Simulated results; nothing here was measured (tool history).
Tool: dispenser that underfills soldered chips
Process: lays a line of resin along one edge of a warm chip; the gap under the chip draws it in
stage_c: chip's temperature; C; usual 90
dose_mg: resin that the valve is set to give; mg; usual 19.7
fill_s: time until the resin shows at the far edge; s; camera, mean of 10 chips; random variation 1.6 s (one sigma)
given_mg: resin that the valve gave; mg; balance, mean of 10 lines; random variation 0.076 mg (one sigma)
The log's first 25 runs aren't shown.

| run | day | stage_c | dose_mg | fill_s | given_mg |
|---|---|---|---|---|---|
|  | 12.196 | new syringe of resin |
| 26 | 12.417 | 78 | 16.8 | 298.0 | 16.52 |
|  | 12.704 | new syringe of resin |
| 27 | 12.742 | 78 | 25.0 | 247.5 | 24.38 |
| 28 | 13.121 | 94 | 21.5 | 163.1 | 20.85 |
|  | 13.225 | new syringe of resin |
|  | 13.733 | new syringe of resin |
| 29 | 13.808 | 94 | 21.5 | 122.2 | 20.70 |
|  | 14.233 | new syringe of resin |
| 30 | 14.321 | 90 | 16.9 | 155.0 | 16.26 |
|  | 14.729 | new syringe of resin |
| 31 | 14.729 | 89 | 17.1 | 153.3 | 16.39 |
|  | 15.258 | new syringe of resin |
| 32 | 15.367 | 95 | 18.3 | 128.8 | 17.37 |
|  | 15.754 | new syringe of resin |
| 33 | 15.754 | 95 | 25.1 | 110.4 | 23.70 |
| 34 | 16.158 | 84 | 20.2 | 245.9 | 18.96 |

4 ways to go on from here, each from the tool as it stands after run 34. What would each give?
|  | 16.292 | new syringe of resin |
|  | 16.792 | new syringe of resin |
| A | 16.817 | 102 | 19.7 | ? | ? |
|  | 16.292 | new syringe of resin |
|  | 16.792 | new syringe of resin |
| B | 16.817 | 101 | 21.3 | ? | ? |
|  | 16.292 | new syringe of resin |
|  | 16.792 | new syringe of resin |
| C | 16.817 | 100 | 17.9 | ? | ? |
|  | 16.292 | new syringe of resin |
|  | 16.792 | new syringe of resin |
| D | 16.817 | 78 | 17.1 | ? | ? |

| run | fill_s | given_mg |
|---|---|---|
| A | 87.7 | 18.49 |
| B | 89.8 | 19.95 |
| C | 98.1 | 16.73 |
| D | 257.6 | 15.89 |
Without the tool's hidden state the same runs would have given:
| run | fill_s | given_mg |
|---|---|---|
| A | 95.8 | 19.81 |
| B | 98.5 | 21.37 |
| C | 106.6 | 17.92 |
| D | 283.7 | 17.03 |

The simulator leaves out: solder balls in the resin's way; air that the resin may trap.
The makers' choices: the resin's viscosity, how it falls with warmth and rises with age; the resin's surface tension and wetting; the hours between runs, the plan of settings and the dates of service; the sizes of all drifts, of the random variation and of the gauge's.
